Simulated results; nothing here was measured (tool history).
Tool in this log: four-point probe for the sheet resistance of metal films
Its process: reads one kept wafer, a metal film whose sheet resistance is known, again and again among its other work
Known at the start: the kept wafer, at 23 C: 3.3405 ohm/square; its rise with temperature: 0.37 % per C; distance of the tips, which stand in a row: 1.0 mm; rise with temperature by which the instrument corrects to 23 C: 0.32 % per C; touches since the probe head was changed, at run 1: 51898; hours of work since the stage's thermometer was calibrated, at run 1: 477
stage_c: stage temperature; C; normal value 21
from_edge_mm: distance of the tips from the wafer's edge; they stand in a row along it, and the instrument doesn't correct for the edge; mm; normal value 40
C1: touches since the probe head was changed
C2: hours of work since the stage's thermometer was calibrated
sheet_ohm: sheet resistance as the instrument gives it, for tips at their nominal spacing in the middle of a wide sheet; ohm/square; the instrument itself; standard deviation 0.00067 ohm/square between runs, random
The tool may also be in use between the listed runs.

run 1 day=0.000 | stage_c=21 from_edge_mm=40 | C1=51898 C2=477 | sheet_ohm=3.338273
run 2 day=1.317 | stage_c=21 from_edge_mm=40 | C1=52927 C2=492 | sheet_ohm=3.337642
run 3 day=3.312 | stage_c=21 from_edge_mm=40 | C1=54489 C2=515 | sheet_ohm=3.338901
run 4 day=4.588 | stage_c=21 from_edge_mm=40 | C1=55484 C2=529 | sheet_ohm=3.337821
run 5 day=5.938 | stage_c=21 from_edge_mm=40 | C1=56539 C2=545 | sheet_ohm=3.338194
run 6 day=6.883 | stage_c=21 from_edge_mm=40 | C1=57281 C2=556 | sheet_ohm=3.338836
run 7 day=8.412 | stage_c=21 from_edge_mm=40 | C1=58476 C2=573 | sheet_ohm=3.336769
run 8 day=10.692 | stage_c=21 from_edge_mm=40 | C1=60258 C2=599 | sheet_ohm=3.338021
run 9 day=12.583 | stage_c=21 from_edge_mm=40 | C1=61736 C2=621 | sheet_ohm=3.339006
run 10 day=14.767 | stage_c=21 from_edge_mm=40 | C1=63444 C2=646 | sheet_ohm=3.339044
-- day=15.583 new probe head fitted
run 11 day=16.233 | stage_c=21 from_edge_mm=40 | C1=506 C2=662 | sheet_ohm=3.337384
run 12 day=18.088 | stage_c=30 from_edge_mm=40 | C1=1956 C2=683 | sheet_ohm=3.355081
run 13 day=19.442 | stage_c=28 from_edge_mm=40 | C1=3015 C2=698 | sheet_ohm=3.351579
run 14 day=21.508 | stage_c=26 from_edge_mm=11 | C1=4631 C2=722 | sheet_ohm=3.360034
run 15 day=23.788 | stage_c=27 from_edge_mm=5 | C1=6415 C2=748 | sheet_ohm=3.418973
run 16 day=25.538 | stage_c=29 from_edge_mm=10 | C1=7783 C2=768 | sheet_ohm=3.371386
run 17 day=27.671 | stage_c=32 from_edge_mm=21 | C1=9451 C2=792 | sheet_ohm=3.361148
run 18 day=29.117 | stage_c=32 from_edge_mm=21 | C1=10582 C2=809 | sheet_ohm=3.362366
run 19 day=30.429 | stage_c=25 from_edge_mm=14 | C1=11607 C2=824 | sheet_ohm=3.353979
run 20 day=31.850 | stage_c=31 from_edge_mm=47 | C1=12716 C2=840 | sheet_ohm=3.356121
run 21 day=33.738 | stage_c=31 from_edge_mm=47 | C1=14192 C2=862 | sheet_ohm=3.355631
run 22 day=35.100 | stage_c=31 from_edge_mm=28 | C1=15257 C2=877 | sheet_ohm=3.357176
run 23 day=36.575 | stage_c=31 from_edge_mm=28 | C1=16411 C2=894 | sheet_ohm=3.358242
run 24 day=38.358 | stage_c=34 from_edge_mm=61 | C1=17806 C2=914 | sheet_ohm=3.361567
run 25 day=40.371 | stage_c=32 from_edge_mm=3 | C1=19380 C2=937 | sheet_ohm=3.545679

Hidden condition of the tool, last listed run before each entry between runs versus first listed run after:
Runs 10 to 11: new probe head fitted (day 15.583)
  inner tips' distance over the nominal, %: 0.013 -> 0.004; tips' flats over new ones', %: 1 -> 0

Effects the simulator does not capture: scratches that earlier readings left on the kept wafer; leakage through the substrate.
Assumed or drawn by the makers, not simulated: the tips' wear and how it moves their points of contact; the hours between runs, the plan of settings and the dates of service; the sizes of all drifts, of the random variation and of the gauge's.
